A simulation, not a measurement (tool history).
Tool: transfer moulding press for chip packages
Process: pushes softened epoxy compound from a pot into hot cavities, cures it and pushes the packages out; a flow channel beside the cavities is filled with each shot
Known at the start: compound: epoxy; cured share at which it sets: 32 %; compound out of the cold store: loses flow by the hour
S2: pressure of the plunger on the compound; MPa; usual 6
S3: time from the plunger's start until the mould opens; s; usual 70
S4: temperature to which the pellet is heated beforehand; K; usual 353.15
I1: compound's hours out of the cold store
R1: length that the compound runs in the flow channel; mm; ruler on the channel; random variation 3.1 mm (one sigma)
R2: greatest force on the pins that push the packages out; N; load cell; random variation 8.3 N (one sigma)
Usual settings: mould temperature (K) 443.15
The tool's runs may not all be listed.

{"run": 1, "day": 0.0, "mould temperature (K)": 443.15, "S2": 6, "S3": 70, "S4": 353.15, "I1": 24.5, "R1": 858, "R2": 377}
{"run": 2, "day": 0.3, "mould temperature (K)": 443.15, "S2": 6, "S3": 74, "S4": 353.15, "I1": 43.8, "R1": 829, "R2": 336}
{"run": 3, "day": 0.562, "mould temperature (K)": 443.15, "S2": 6, "S3": 74, "S4": 353.15, "I1": 39.5, "R1": 837, "R2": 322}
{"day": 0.912, "done": "cavities cleaned with cleaning compound and waxed"}
{"run": 4, "day": 0.983, "mould temperature (K)": 443.15, "S2": 6, "S3": 74, "S4": 353.15, "I1": 23.6, "R1": 863, "R2": 341}
{"run": 5, "day": 1.246, "mould temperature (K)": 443.15, "S2": 6, "S3": 74, "S4": 353.15, "I1": 29.3, "R1": 854, "R2": 338}
{"run": 6, "day": 1.646, "mould temperature (K)": 443.15, "S2": 6, "S3": 68, "S4": 353.15, "I1": 23.3, "R1": 867, "R2": 394}
{"run": 7, "day": 1.867, "mould temperature (K)": 443.15, "S2": 6, "S3": 68, "S4": 353.15, "I1": 9.8, "R1": 884, "R2": 428}
{"run": 8, "day": 2.246, "mould temperature (K)": 443.15, "S2": 6, "S3": 68, "S4": 353.15, "I1": 35.4, "R1": 838, "R2": 400}
{"run": 9, "day": 2.533, "mould temperature (K)": 443.15, "S2": 6, "S3": 68, "S4": 353.15, "I1": 31.2, "R1": 849, "R2": 400}
{"run": 10, "day": 2.725, "mould temperature (K)": 443.15, "S2": 6, "S3": 70, "S4": 353.15, "I1": 22.4, "R1": 872, "R2": 379}
{"run": 11, "day": 2.971, "mould temperature (K)": 443.15, "S2": 6, "S3": 70, "S4": 353.15, "I1": 30, "R1": 853, "R2": 381}
{"run": 12, "day": 3.246, "mould temperature (K)": 443.15, "S2": 6, "S3": 70, "S4": 353.15, "I1": 15.9, "R1": 882, "R2": 376}
{"run": 13, "day": 3.546, "mould temperature (K)": 443.15, "S2": 6, "S3": 70, "S4": 353.15, "I1": 11.7, "R1": 885, "R2": 404}
{"run": 14, "day": 3.908, "mould temperature (K)": 443.15, "S2": 6, "S3": 70, "S4": 353.15, "I1": 42, "R1": 828, "R2": 376}
{"run": 15, "day": 4.196, "mould temperature (K)": 443.15, "S2": 6, "S3": 70, "S4": 353.15, "I1": 27.4, "R1": 861, "R2": 372}
{"run": 16, "day": 4.442, "mould temperature (K)": 443.15, "S2": 6.45, "S3": 88, "S4": 353.15, "I1": 15.4, "R1": 909, "R2": 269}
{"day": 4.9, "done": "cavities cleaned with cleaning compound and waxed"}
{"run": 17, "day": 4.9, "mould temperature (K)": 443.15, "S2": 6.45, "S3": 88, "S4": 354.15, "I1": 18.4, "R1": 912, "R2": 256}
{"run": 18, "day": 5.242, "mould temperature (K)": 443.15, "S2": 6, "S3": 103, "S4": 358.15, "I1": 10, "R1": 890, "R2": 238}
{"run": 19, "day": 5.412, "mould temperature (K)": 443.15, "S2": 6, "S3": 103, "S4": 358.15, "I1": 21.6, "R1": 866, "R2": 248}
{"run": 20, "day": 5.742, "mould temperature (K)": 439.15, "S2": 6.46, "S3": 70, "S4": 353.15, "I1": 36.6, "R1": 881, "R2": 468}
{"run": 21, "day": 6.021, "mould temperature (K)": 447.15, "S2": 6, "S3": 86, "S4": 353.15, "I1": 38.6, "R1": 830, "R2": 251}

Forecast run 22:
{"run": 22, "day": 6.271, "mould temperature (K)": 447.15, "S2": 6, "S3": 86, "S4": 353.15, "I1": 38.2, "R1": "?", "R2": "?"}

Run 22 gave R1 823 mm, R2 258 N.
Without the tool's hidden state the same run would have given R1 824 mm, R2 255 N.
